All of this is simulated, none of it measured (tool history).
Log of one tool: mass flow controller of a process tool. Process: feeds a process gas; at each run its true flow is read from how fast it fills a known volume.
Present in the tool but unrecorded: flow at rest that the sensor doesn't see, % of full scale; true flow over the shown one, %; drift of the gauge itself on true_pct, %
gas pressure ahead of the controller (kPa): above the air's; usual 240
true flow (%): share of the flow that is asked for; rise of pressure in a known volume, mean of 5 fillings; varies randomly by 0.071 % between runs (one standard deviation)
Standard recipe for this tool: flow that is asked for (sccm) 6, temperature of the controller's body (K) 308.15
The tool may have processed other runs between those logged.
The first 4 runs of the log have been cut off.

run,hour,flow that is asked for (sccm),gas pressure ahead of the controller (kPa),temperature of the controller's body (K),hours of work since the controller was set to zero,hours of work since the controller was changed,true flow (%)
5,1677.9,2,240,308.15,3331,3331,95.16
6,2170.6,2,240,308.15,3691,3691,94.61
7,2470.2,20,240,308.15,3910,3910,101.76
8,2782.6,6,240,308.15,4138,4138,99.06
9,3040.5,6,221,308.15,4326,4326,99.09
10,3560.8,7,240,308.15,4706,4706,99.39
11,4005.9,7,240,308.15,5031,5031,99.43
12,4521.1,4,240,308.15,5407,5407,97.19
13,4818.7,4,240,308.15,5624,5624,97.04
14,5273.4,5,240,308.15,5956,5956,98.11
# hour 5307.1: controller's zero set anew
15,5750.8,5,240,308.15,324,6305,96.68
16,6229.2,5,240,308.15,673,6654,96.42
17,6638.9,6,240,308.15,972,6953,97.40
18,7013.8,7,240,308.15,1246,7227,98.30
19,7348.4,7,240,306.15,1490,7471,98.00
20,7661.4,7,240,306.15,1719,7700,97.99
# hour 7959.0: controller's zero set anew, once more
21,8154.8,7,240,306.15,143,8059,102.58
22,8671.7,7,277,306.15,520,8437,102.78
23,8982.9,7,277,306.15,748,8664,102.59
24,9438.6,7,277,306.15,1080,8997,102.63
25,9752.7,7,277,306.15,1310,9226,102.68
26,10176.0,10,166,296.15,1619,9535,101.42

Estimate the outcome of run 27 from the log above:
27,10670.7,12,257,295.15,1980,9896,?

{"run 27": {"true flow (%)": 102.32}}
Without the tool's hidden state the same run would have given true flow (%) 99.72.

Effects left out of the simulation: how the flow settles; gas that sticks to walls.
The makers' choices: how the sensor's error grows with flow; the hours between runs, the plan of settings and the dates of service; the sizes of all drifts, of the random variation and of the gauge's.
